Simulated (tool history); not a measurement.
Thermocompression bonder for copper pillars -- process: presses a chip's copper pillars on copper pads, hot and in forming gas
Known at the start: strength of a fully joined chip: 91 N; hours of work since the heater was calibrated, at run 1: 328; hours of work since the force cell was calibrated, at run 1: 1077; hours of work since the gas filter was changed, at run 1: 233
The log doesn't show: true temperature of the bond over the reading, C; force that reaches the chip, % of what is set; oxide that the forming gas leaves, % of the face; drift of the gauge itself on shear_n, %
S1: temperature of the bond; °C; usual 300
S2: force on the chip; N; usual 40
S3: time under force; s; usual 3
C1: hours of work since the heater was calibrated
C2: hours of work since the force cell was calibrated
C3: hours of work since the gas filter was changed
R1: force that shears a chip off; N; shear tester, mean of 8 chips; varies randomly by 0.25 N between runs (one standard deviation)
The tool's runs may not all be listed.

| run | hour | S1 | S2 | S3 | C1 | C2 | C3 | R1 |
|---|---|---|---|---|---|---|---|---|
| 1 | 0.0 | 300 | 40 | 3 | 328 | 1077 | 233 | 62.3 |
|  | 61.4 | forming gas filter changed |
| 2 | 71.0 | 300 | 40 | 3 | 358 | 1107 | 4 | 66.4 |
| 3 | 139.8 | 300 | 49 | 3 | 388 | 1136 | 33 | 69.7 |
| 4 | 190.2 | 300 | 40 | 3 | 409 | 1158 | 55 | 66.0 |
| 5 | 221.1 | 300 | 40 | 3 | 422 | 1171 | 68 | 65.9 |
| 6 | 287.5 | 328 | 40 | 3 | 451 | 1200 | 96 | 74.6 |
| 7 | 336.5 | 300 | 40 | 3 | 472 | 1220 | 117 | 64.9 |
| 8 | 392.5 | 300 | 40 | 3 | 495 | 1244 | 141 | 65.2 |
| 9 | 428.6 | 300 | 40 | 3 | 511 | 1260 | 157 | 64.8 |
| 10 | 498.6 | 300 | 40 | 3 | 541 | 1290 | 187 | 64.7 |
|  | 506.4 | force cell calibrated |
| 11 | 553.2 | 300 | 40 | 3 | 563 | 20 | 209 | 63.7 |
| 12 | 589.6 | 300 | 40 | 3 | 579 | 36 | 225 | 63.7 |
| 13 | 660.0 | 288 | 32 | 2 | 609 | 66 | 255 | 48.4 |
|  | 672.5 | forming gas filter changed |
| 14 | 699.6 | 289 | 40 | 3 | 626 | 82 | 12 | 63.3 |
| 15 | 743.7 | 281 | 40 | 3 | 645 | 101 | 30 | 60.3 |
| 16 | 776.4 | 281 | 40 | 3 | 659 | 115 | 44 | 60.2 |
| 17 | 820.1 | 321 | 40 | 3 | 677 | 134 | 63 | 73.6 |
|  | 841.9 | heater calibrated with a thermocouple chip |
| 18 | 872.1 | 321 | 40 | 3 | 13 | 155 | 84 | 69.5 |
| 19 | 906.9 | 278 | 40 | 2 | 28 | 170 | 99 | 47.0 |
|  | 929.0 | force cell calibrated, once more |
| 20 | 978.3 | 307 | 32 | 5 | 58 | 21 | 129 | 69.3 |

For run 21, what comes out?
| 21 | 1050.9 | 271 | 31 | 3 | 89 | 52 | 160 | ? |

{"run 21": {"R1": 46.9}}
If the tool had no hidden condition, the same run with the same run-to-run variation would have returned R1 48.0 N.

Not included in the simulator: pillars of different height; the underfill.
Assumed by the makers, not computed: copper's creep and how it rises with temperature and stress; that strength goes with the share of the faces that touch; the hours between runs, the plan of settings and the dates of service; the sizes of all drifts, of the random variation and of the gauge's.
